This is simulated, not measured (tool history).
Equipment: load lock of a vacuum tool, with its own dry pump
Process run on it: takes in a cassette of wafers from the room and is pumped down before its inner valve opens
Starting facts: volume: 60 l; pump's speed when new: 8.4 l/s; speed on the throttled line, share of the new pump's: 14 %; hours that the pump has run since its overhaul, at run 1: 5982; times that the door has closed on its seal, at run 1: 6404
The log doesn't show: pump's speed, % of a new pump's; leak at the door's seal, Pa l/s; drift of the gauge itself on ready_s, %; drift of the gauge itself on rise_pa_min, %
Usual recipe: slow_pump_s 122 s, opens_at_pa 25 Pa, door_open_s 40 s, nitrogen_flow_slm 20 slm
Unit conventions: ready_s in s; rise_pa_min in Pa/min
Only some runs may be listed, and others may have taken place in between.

run,day,slow_pump_s,opens_at_pa,door_open_s,nitrogen_flow_slm,hours that the pump has run since its overhaul,times that the door has closed on its seal,"incoming humidity of the room's air, %",ready_s,rise_pa_min
1,0,122,25,40,20,5982,6404,45.2,167.1,0.044
2,6.996,122,25,40,20,6150,7124,49.4,169.3,0.057
3,15.875,100,25,40,20,6363,8038,45.7,149,0.061
4,23.683,74,25,40,20,6550,8842,43.9,126.6,0.056
5,37.454,74,25,40,20,6881,10259,45.6,127.5,0.057
6,48.575,109,25,40,20,7147,11404,48.8,156.5,0.07
7,58.375,122,25,40,20,7383,12412,43.1,167.1,0.067
8,68.633,122,25,40,20,7629,13468,41.2,168.4,0.065
9,78.875,122,25,72,20,7875,14522,45.6,167.8,0.095
10,89.658,122,25,72,20,8133,15632,44.8,171.9,0.098
11,96.133,122,25,72,20,8289,16298,43.9,169.8,0.1
12,108.621,122,25,40,34,8589,17584,45,169.5,0.077
13,118.212,122,25,40,34,8819,18571,44.3,169.8,0.086
14,129.846,122,25,40,34,9098,19768,45.7,169.6,0.09
15,139.083,206,30,37,32,9320,20719,45.2,236.4,0.096

Forecast run 16:
16,148.042,206,30,37,32,9535,21641,42.9,?,?

{"run 16": {"ready_s": 239.2, "rise_pa_min": 0.096}}
Without the tool's hidden state the same run would have given ready_s 235.3 s, rise_pa_min 0.027 Pa/min.
